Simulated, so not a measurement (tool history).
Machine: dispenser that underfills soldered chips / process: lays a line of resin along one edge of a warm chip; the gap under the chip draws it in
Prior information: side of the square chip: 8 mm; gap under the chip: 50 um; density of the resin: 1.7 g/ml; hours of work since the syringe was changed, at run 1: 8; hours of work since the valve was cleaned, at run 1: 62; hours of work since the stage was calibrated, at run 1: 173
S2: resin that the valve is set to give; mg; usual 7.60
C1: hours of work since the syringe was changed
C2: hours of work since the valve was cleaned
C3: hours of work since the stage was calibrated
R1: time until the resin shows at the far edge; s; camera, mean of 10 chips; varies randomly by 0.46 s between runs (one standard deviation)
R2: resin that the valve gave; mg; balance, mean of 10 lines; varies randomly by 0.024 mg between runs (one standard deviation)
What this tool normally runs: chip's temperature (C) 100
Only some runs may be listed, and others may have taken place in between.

run 1 hour=0.0 | chip's_temperature_(C)=100 S2=7.60 | C1=8 C2=62 C3=173 | R1=63.1 R2=7.23
-- hour=4.2 new syringe of resin
-- hour=8.7 dispensing valve cleaned and set on the balance
run 2 hour=10.7 | chip's_temperature_(C)=100 S2=7.60 | C1=4 C2=1 C3=180 | R1=47.4 R2=7.58
run 3 hour=18.4 | chip's_temperature_(C)=106 S2=7.60 | C1=9 C2=7 C3=185 | R1=54.8 R2=7.54
-- hour=20.4 new syringe of resin
run 4 hour=24.3 | chip's_temperature_(C)=101 S2=7.60 | C1=3 C2=11 C3=189 | R1=41.8 R2=7.56
run 5 hour=30.6 | chip's_temperature_(C)=101 S2=7.60 | C1=7 C2=16 C3=194 | R1=58.2 R2=7.48
-- hour=35.2 new syringe of resin
run 6 hour=37.1 | chip's_temperature_(C)=111 S2=7.60 | C1=1 C2=20 C3=198 | R1=24.9 R2=7.49
run 7 hour=45.8 | chip's_temperature_(C)=111 S2=7.60 | C1=8 C2=26 C3=205 | R1=39.2 R2=7.41
-- hour=50.2 new syringe of resin
run 8 hour=54.7 | chip's_temperature_(C)=100 S2=7.60 | C1=3 C2=32 C3=211 | R1=45.2 R2=7.45
run 9 hour=61.1 | chip's_temperature_(C)=100 S2=7.60 | C1=8 C2=37 C3=215 | R1=60.4 R2=7.38
-- hour=64.9 new syringe of resin
run 10 hour=72.6 | chip's_temperature_(C)=100 S2=9.37 | C1=6 C2=45 C3=223 | R1=51.0 R2=9.06
-- hour=79.9 new syringe of resin
run 11 hour=79.9 | chip's_temperature_(C)=100 S2=9.37 | C1=0 C2=50 C3=228 | R1=35.2 R2=9.04
run 12 hour=88.8 | chip's_temperature_(C)=100 S2=9.37 | C1=6 C2=57 C3=235 | R1=53.7 R2=9.00
-- hour=95.6 new syringe of resin
run 13 hour=100.8 | chip's_temperature_(C)=100 S2=9.37 | C1=4 C2=65 C3=243 | R1=45.9 R2=8.97
-- hour=105.4 dispensing valve cleaned and set on the balance
-- hour=111.6 new syringe of resin
run 14 hour=115.2 | chip's_temperature_(C)=112 S2=9.37 | C1=3 C2=7 C3=253 | R1=27.2 R2=9.34
run 15 hour=121.0 | chip's_temperature_(C)=112 S2=9.37 | C1=7 C2=11 C3=257 | R1=35.6 R2=9.28
-- hour=126.3 new syringe of resin
run 16 hour=129.8 | chip's_temperature_(C)=112 S2=9.37 | C1=2 C2=17 C3=263 | R1=26.6 R2=9.27
run 17 hour=136.6 | chip's_temperature_(C)=100 S2=7.60 | C1=7 C2=22 C3=268 | R1=59.6 R2=7.46
-- hour=141.4 new syringe of resin
run 18 hour=145.7 | chip's_temperature_(C)=100 S2=7.60 | C1=3 C2=28 C3=274 | R1=45.5 R2=7.40
-- hour=156.7 new syringe of resin
run 19 hour=158.4 | chip's_temperature_(C)=100 S2=7.60 | C1=1 C2=37 C3=283 | R1=39.9 R2=7.41
run 20 hour=166.6 | chip's_temperature_(C)=100 S2=7.60 | C1=7 C2=43 C3=289 | R1=57.9 R2=7.37
-- hour=172.4 new syringe of resin
run 21 hour=173.0 | chip's_temperature_(C)=100 S2=7.60 | C1=0 C2=48 C3=293 | R1=37.2 R2=7.35
run 22 hour=182.6 | chip's_temperature_(C)=107 S2=6.57 | C1=7 C2=54 C3=300 | R1=48.1 R2=6.30
-- hour=187.3 new syringe of resin
run 23 hour=191.8 | chip's_temperature_(C)=115 S2=6.76 | C1=3 C2=61 C3=307 | R1=27.9 R2=6.45
-- hour=202.6 dispensing valve cleaned and set on the balance
-- hour=203.1 new syringe of resin
run 24 hour=203.1 | chip's_temperature_(C)=115 S2=6.76 | C1=0 C2=0 C3=314 | R1=21.5 R2=6.72
run 25 hour=213.9 | chip's_temperature_(C)=106 S2=7.59 | C1=8 C2=8 C3=322 | R1=49.3 R2=7.54
-- hour=218.6 new syringe of resin
run 26 hour=220.3 | chip's_temperature_(C)=103 S2=9.58 | C1=1 C2=12 C3=326 | R1=34.8 R2=9.48
run 27 hour=226.9 | chip's_temperature_(C)=86 S2=7.18 | C1=6 C2=17 C3=331 | R1=97.7 R2=7.06
-- hour=233.3 new syringe of resin
run 28 hour=234.3 | chip's_temperature_(C)=86 S2=7.18 | C1=1 C2=22 C3=336 | R1=70.4 R2=7.04
run 29 hour=247.3 | chip's_temperature_(C)=110 S2=7.14 | C1=10 C2=31 C3=345 | R1=51.6 R2=7.00
-- hour=248.7 new syringe of resin
run 30 hour=259.4 | chip's_temperature_(C)=96 S2=7.76 | C1=8 C2=40 C3=354 | R1=73.0 R2=7.53
-- hour=264.3 new syringe of resin
run 31 hour=265.1 | chip's_temperature_(C)=114 S2=7.90 | C1=1 C2=44 C3=358 | R1=23.1 R2=7.66
run 32 hour=275.9 | chip's_temperature_(C)=105 S2=8.48 | C1=8 C2=52 C3=365 | R1=51.9 R2=8.15
-- hour=279.4 new syringe of resin
run 33 hour=284.6 | chip's_temperature_(C)=105 S2=8.48 | C1=4 C2=58 C3=371 | R1=40.4 R2=8.04
-- hour=294.6 new syringe of resin
run 34 hour=296.8 | chip's_temperature_(C)=102 S2=8.47 | C1=2 C2=66 C3=380 | R1=38.8 R2=8.04
-- hour=299.6 dispensing valve cleaned and set on the balance
run 35 hour=303.9 | chip's_temperature_(C)=102 S2=8.47 | C1=6 C2=3 C3=384 | R1=50.5 R2=8.44

Hidden state at the last listed run before each entry between runs and at the first one after, where it differs:
Between runs 1 and 2: new syringe of resin (hour 4.2); dispensing valve cleaned and set on the balance (hour 8.7)
  resin's viscosity, % of fresh resin's: 172.2 -> 130.5; dose that the valve gives, % of what is set: 94.82 -> 100.03; true chip temperature over the reading, C: -0.86 -> -0.89
  measured minus no-state result, R1: +28.0 -> +12.2 s; R2: -0.39 -> +0.00 mg
Between runs 3 and 4: new syringe of resin (hour 20.4)
  resin's viscosity, % of fresh resin's: 189.7 -> 121.2; dose that the valve gives, % of what is set: 99.62 -> 99.35; true chip temperature over the reading, C: -0.92 -> -0.95
  measured minus no-state result, R1: +26.9 -> +8.6 s; R2: -0.03 -> -0.05 mg
Between runs 5 and 6: new syringe of resin (hour 35.2)
  resin's viscosity, % of fresh resin's: 163.3 -> 107.5; dose that the valve gives, % of what is set: 99.06 -> 98.7; true chip temperature over the reading, C: -0.97 -> -0.99
  measured minus no-state result, R1: +23.8 -> +2.6 s; R2: -0.07 -> -0.09 mg
Between runs 7 and 8: new syringe of resin (hour 50.2)
  resin's viscosity, % of fresh resin's: 162.9 -> 121.7; dose that the valve gives, % of what is set: 98.22 -> 97.75; true chip temperature over the reading, C: -1.03 -> -1.06
  measured minus no-state result, R1: +16.1 -> +9.7 s; R2: -0.13 -> -0.18 mg
Between runs 9 and 10: new syringe of resin (hour 64.9)
  resin's viscosity, % of fresh resin's: 165.7 -> 147.6; dose that the valve gives, % of what is set: 97.37 -> 96.79; true chip temperature over the reading, C: -1.09 -> -1.13
  measured minus no-state result, R1: +25.7 -> +18.2 s; R2: -0.20 -> -0.30 mg
Between runs 10 and 11: new syringe of resin (hour 79.9)
  resin's viscosity, % of fresh resin's: 147.6 -> 98.8; dose that the valve gives, % of what is set: 96.79 -> 96.41; true chip temperature over the reading, C: -1.13 -> -1.16
  measured minus no-state result, R1: +18.2 -> +1.3 s; R2: -0.30 -> -0.33 mg
Between runs 12 and 13: new syringe of resin (hour 95.6)
  resin's viscosity, % of fresh resin's: 151.2 -> 127.3; dose that the valve gives, % of what is set: 95.94 -> 95.32; true chip temperature over the reading, C: -1.2 -> -1.24
  measured minus no-state result, R1: +19.8 -> +11.6 s; R2: -0.39 -> -0.44 mg
Between runs 13 and 14: dispensing valve cleaned and set on the balance (hour 105.4); new syringe of resin (hour 111.6)
  resin's viscosity, % of fresh resin's: 127.3 -> 119.4; dose that the valve gives, % of what is set: 95.32 -> 99.46; true chip temperature over the reading, C: -1.24 -> -1.3
  measured minus no-state result, R1: +11.6 -> +5.5 s; R2: -0.44 -> -0.05 mg
Between runs 15 and 16: new syringe of resin (hour 126.3)
  resin's viscosity, % of fresh resin's: 157.6 -> 117.8; dose that the valve gives, % of what is set: 99.16 -> 98.71; true chip temperature over the reading, C: -1.32 -> -1.36
  measured minus no-state result, R1: +14.1 -> +5.2 s; R2: -0.08 -> -0.12 mg
Between runs 17 and 18: new syringe of resin (hour 141.4)
  resin's viscosity, % of fresh resin's: 163.4 -> 122.3; dose that the valve gives, % of what is set: 98.33 -> 97.87; true chip temperature over the reading, C: -1.39 -> -1.42
  measured minus no-state result, R1: +25.3 -> +10.5 s; R2: -0.13 -> -0.16 mg
Between runs 18 and 19: new syringe of resin (hour 156.7)
  resin's viscosity, % of fresh resin's: 122.3 -> 107.9; dose that the valve gives, % of what is set: 97.87 -> 97.21; true chip temperature over the reading, C: -1.42 -> -1.47
  measured minus no-state result, R1: +10.5 -> +5.3 s; R2: -0.16 -> -0.21 mg
Between runs 20 and 21: new syringe of resin (hour 172.4)
  resin's viscosity, % of fresh resin's: 160.2 -> 101.9; dose that the valve gives, % of what is set: 96.75 -> 96.42; true chip temperature over the reading, C: -1.5 -> -1.52
  measured minus no-state result, R1: +24.2 -> +3.1 s; R2: -0.25 -> -0.27 mg
Between runs 22 and 23: new syringe of resin (hour 187.3)
  resin's viscosity, % of fresh resin's: 161.4 -> 124.5; dose that the valve gives, % of what is set: 95.91 -> 95.42; true chip temperature over the reading, C: -1.56 -> -1.6
  measured minus no-state result, R1: +20.6 -> +7.1 s; R2: -0.27 -> -0.31 mg
Between runs 23 and 24: dispensing valve cleaned and set on the balance (hour 202.6); new syringe of resin (hour 203.1)
  resin's viscosity, % of fresh resin's: 124.5 -> 99.7; dose that the valve gives, % of what is set: 95.42 -> 99.71; true chip temperature over the reading, C: -1.6 -> -1.64
  measured minus no-state result, R1: +7.1 -> +1.1 s; R2: -0.31 -> -0.02 mg
Between runs 25 and 26: new syringe of resin (hour 218.6)
  resin's viscosity, % of fresh resin's: 167.9 -> 107.9; dose that the valve gives, % of what is set: 99.11 -> 98.76; true chip temperature over the reading, C: -1.68 -> -1.7
  measured minus no-state result, R1: +21.9 -> +4.6 s; R2: -0.06 -> -0.12 mg
Between runs 27 and 28: new syringe of resin (hour 233.3)
  resin's viscosity, % of fresh resin's: 147.5 -> 104.9; dose that the valve gives, % of what is set: 98.44 -> 98.08; true chip temperature over the reading, C: -1.72 -> -1.75
  measured minus no-state result, R1: +36.4 -> +8.4 s; R2: -0.11 -> -0.14 mg
Between runs 29 and 30: new syringe of resin (hour 248.7)
  resin's viscosity, % of fresh resin's: 196.3 -> 165.8; dose that the valve gives, % of what is set: 97.36 -> 96.77; true chip temperature over the reading, C: -1.81 -> -1.85
  measured minus no-state result, R1: +27.1 -> +32.2 s; R2: -0.19 -> -0.26 mg
Between runs 30 and 31: new syringe of resin (hour 264.3)
  resin's viscosity, % of fresh resin's: 165.8 -> 103.7; dose that the valve gives, % of what is set: 96.77 -> 96.47; true chip temperature over the reading, C: -1.85 -> -1.88
  measured minus no-state result, R1: +32.2 -> +2.5 s; R2: -0.26 -> -0.28 mg
Between runs 32 and 33: new syringe of resin (hour 279.4)
  resin's viscosity, % of fresh resin's: 174.5 -> 129.7; dose that the valve gives, % of what is set: 95.93 -> 95.51; true chip temperature over the reading, C: -1.92 -> -1.95
  measured minus no-state result, R1: +24.6 -> +11.5 s; R2: -0.34 -> -0.38 mg
Between runs 33 and 34: new syringe of resin (hour 294.6)
  resin's viscosity, % of fresh resin's: 129.7 -> 111.6; dose that the valve gives, % of what is set: 95.51 -> 94.9; true chip temperature over the reading, C: -1.95 -> -2
  measured minus no-state result, R1: +11.5 -> +6.8 s; R2: -0.38 -> -0.43 mg
Between runs 34 and 35: dispensing valve cleaned and set on the balance (hour 299.6)
  resin's viscosity, % of fresh resin's: 111.6 -> 149.8; dose that the valve gives, % of what is set: 94.9 -> 99.77; true chip temperature over the reading, C: -2 -> -2.02
  measured minus no-state result, R1: +6.8 -> +19.4 s; R2: -0.43 -> -0.02 mg
